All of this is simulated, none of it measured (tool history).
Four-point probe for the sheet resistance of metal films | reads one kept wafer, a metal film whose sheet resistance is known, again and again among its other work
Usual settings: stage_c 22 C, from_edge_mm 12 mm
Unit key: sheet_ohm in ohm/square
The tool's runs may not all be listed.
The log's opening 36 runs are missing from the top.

| run | hour | stage_c | from_edge_mm | touches since the probe head was changed | hours of work since the stage's thermometer was calibrated | sheet_ohm |
|---|---|---|---|---|---|---|
| 37 | 454.4 | 20 | 8 | 15252 | 1774 | 0.774106 |
| 38 | 462.6 | 22 | 11 | 15364 | 1779 | 0.769488 |
| 39 | 476.2 | 32 | 4 | 15549 | 1787 | 0.803903 |
| 40 | 487.5 | 26 | 31 | 15703 | 1794 | 0.764736 |
| 41 | 496.2 | 21 | 38 | 15823 | 1799 | 0.764339 |
| 42 | 512 | 22 | 10 | 16038 | 1809 | 0.770389 |
| 43 | 525.2 | 29 | 8 | 16219 | 1817 | 0.774923 |
| 44 | 540.2 | 21 | 10 | 16424 | 1826 | 0.770475 |
| 45 | 551.3 | 26 | 48 | 16576 | 1833 | 0.764699 |

What if the next run were any one of these 3? Each begins from the tool's condition after run 45:
| A | 568.5 | 22 | 22 | 16810 | 1843 | ? |
| B | 568.5 | 29 | 6 | 16810 | 1843 | ? |
| C | 568.5 | 22 | 39 | 16810 | 1843 | ? |

| run | sheet_ohm |
|---|---|
| A | 0.765204 |
| B | 0.782743 |
| C | 0.764394 |
Had the tool no hidden state, the same runs would have come out as:
| run | sheet_ohm |
|---|---|
| A | 0.766287 |
| B | 0.783834 |
| C | 0.765476 |

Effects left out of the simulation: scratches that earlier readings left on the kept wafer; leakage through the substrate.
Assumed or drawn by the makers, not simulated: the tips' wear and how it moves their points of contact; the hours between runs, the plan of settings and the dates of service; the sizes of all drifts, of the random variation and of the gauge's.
